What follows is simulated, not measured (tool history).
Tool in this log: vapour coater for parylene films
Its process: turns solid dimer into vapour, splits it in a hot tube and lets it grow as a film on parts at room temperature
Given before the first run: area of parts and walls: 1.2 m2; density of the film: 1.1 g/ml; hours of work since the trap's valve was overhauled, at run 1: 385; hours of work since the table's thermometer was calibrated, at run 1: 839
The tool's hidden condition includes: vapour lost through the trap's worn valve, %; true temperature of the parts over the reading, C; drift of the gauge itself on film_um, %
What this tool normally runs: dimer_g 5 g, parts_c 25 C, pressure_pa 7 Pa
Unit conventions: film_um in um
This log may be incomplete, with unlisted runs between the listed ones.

run	day	dimer_g	parts_c	pressure_pa	hours of work since the trap's valve was overhauled	hours of work since the table's thermometer was calibrated	film_um
1	0	5	25	7	385	839	1.88
2	1.333	3	25	7	404	858	1.16
3	3.054	5	25	7	428	883	1.88
4	4.375	5	25	7	447	901	1.93
5	6.146	5	25	7	472	926	1.89
6	9.171	5	25	7	514	969	1.91
7	10.479	5	22	7	533	988	2
8	12.354	5	22	7	560	1014	2
9	13.696	5	22	7	578	1033	2.01
# day 14.696: trap's valve overhauled
10	16.492	5	22	7	25	1070	2.14
11	18.442	5	22	7	53	1098	2.18
12	21.012	5	25	7	89	1134	2
13	23.233	5	25	2.79	121	1166	2.18
14	25.912	5	34	2.79	159	1204	1.77
15	29.025	5	25	7	203	1248	1.95
16	31.088	5	25	7	232	1277	1.95
17	32.438	5	28	7	251	1296	1.78
18	33.858	5	25	7	271	1316	1.93
19	36.342	4	25	7	306	1351	1.55
20	39.054	3	20	7.19	345	1389	1.29
21	41.442	2	34	8.93	378	1423	0.56
22	43.796	4	27	9.7	412	1457	1.38
23	45.538	4	27	9.7	436	1481	1.39
24	47.85	5	21	7	469	1514	2.12
25	49.183	5	21	7	488	1533	2.08
26	51.054	5	21	3.63	514	1559	2.23
27	53.412	5	30	6.8	548	1593	1.62
28	56.104	4	21	3.68	586	1631	1.73
# day 56.504: trap's valve overhauled
29	57.804	8	21	2.11	18	1652	4.03
30	59.808	5	36	2.11	47	1681	1.72
31	62.088	6	25	8.7	79	1713	2.35
32	64.129	6	25	8.7	108	1742	2.32
33	67.275	7	25	3.05	152	1786	2.97
34	69.225	7	25	3.05	180	1814	2.98
35	72.05	5	24	2.94	220	1854	2.19
36	74.854	6	20	8.5	260	1894	2.61
37	76.708	6	20	8.5	286	1920	2.58
38	79.808	5	20	7	330	1964	2.14

Consider 3 possible next runs. They are alternatives, not a sequence: every one starts from the tool as it was left by run 38. What does each give?
# day 81.779: table's thermometer calibrated
A	82.462	7	20	7	367	10	?
# day 81.779: table's thermometer calibrated
B	82.462	5	20	10.66	367	10	?
# day 81.779: table's thermometer calibrated
C	82.462	4	28	7	367	10	?

run	film_um
A	3.07
B	2.07
C	1.46
With the hidden condition removed and each run's random variation left untouched, the same runs would have given:
run	film_um
A	3.25
B	2.19
C	1.54

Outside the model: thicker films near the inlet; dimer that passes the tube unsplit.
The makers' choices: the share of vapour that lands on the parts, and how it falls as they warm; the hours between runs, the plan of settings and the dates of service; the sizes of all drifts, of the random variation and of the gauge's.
